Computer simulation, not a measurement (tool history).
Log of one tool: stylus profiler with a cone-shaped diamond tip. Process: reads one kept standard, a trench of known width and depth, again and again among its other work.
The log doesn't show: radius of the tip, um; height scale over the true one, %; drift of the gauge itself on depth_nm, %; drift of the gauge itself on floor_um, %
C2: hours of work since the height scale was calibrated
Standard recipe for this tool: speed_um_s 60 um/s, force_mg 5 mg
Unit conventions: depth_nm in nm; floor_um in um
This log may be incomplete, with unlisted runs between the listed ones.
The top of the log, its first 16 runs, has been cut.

Run 17, day 57.212: usual settings; scans with this tip 5171; C2 1224. Result: depth_nm 100.85 nm, floor_um 98.41 um.
Run 18, day 61.796: usual settings but force_mg 2.28 mg; scans with this tip 5539; C2 1312. Result: depth_nm 100.29 nm, floor_um 98.25 um.
Run 19, day 65.296: usual settings but force_mg 2.28 mg; scans with this tip 5821; C2 1378. Result: depth_nm 100.22 nm, floor_um 98.3 um.
Run 20, day 68.021: usual settings but speed_um_s 66 um/s, force_mg 6.09 mg; scans with this tip 6040; C2 1430. Result: depth_nm 101.01 nm, floor_um 98.36 um.
Run 21, day 71.588: usual settings but speed_um_s 15 um/s, force_mg 3.65 mg; scans with this tip 6327; C2 1498. Result: depth_nm 100.5 nm, floor_um 98.55 um.
Run 22, day 74.779: usual settings but speed_um_s 15 um/s, force_mg 3.65 mg; scans with this tip 6583; C2 1559. Result: depth_nm 100.59 nm, floor_um 98.51 um.
Run 23, day 77.692: usual settings but speed_um_s 15 um/s, force_mg 3.65 mg; scans with this tip 6818; C2 1614. Result: depth_nm 100.67 nm, floor_um 98.51 um.
Run 24, day 81.271: usual settings but speed_um_s 79 um/s, force_mg 2.58 mg; scans with this tip 7105; C2 1682. Result: depth_nm 100.21 nm, floor_um 98.18 um.
Run 25, day 83.621: usual settings but speed_um_s 80 um/s, force_mg 7.12 mg; scans with this tip 7294; C2 1727. Result: depth_nm 101.21 nm, floor_um 98.29 um.
Run 26, day 85.696: usual settings but speed_um_s 80 um/s, force_mg 7.12 mg; scans with this tip 7461; C2 1767. Result: depth_nm 101.02 nm, floor_um 98.28 um.

Expected results for the next run?
Run 27, day 89.962: usual settings but speed_um_s 34 um/s, force_mg 6.01 mg; scans with this tip 7804; C2 1848. Result: depth_nm ?, floor_um ?.

{"run 27": {"depth_nm": 100.89, "floor_um": 98.44}}
With no hidden state in the tool, this same run would have given depth_nm 101.65 nm, floor_um 98.65 um.
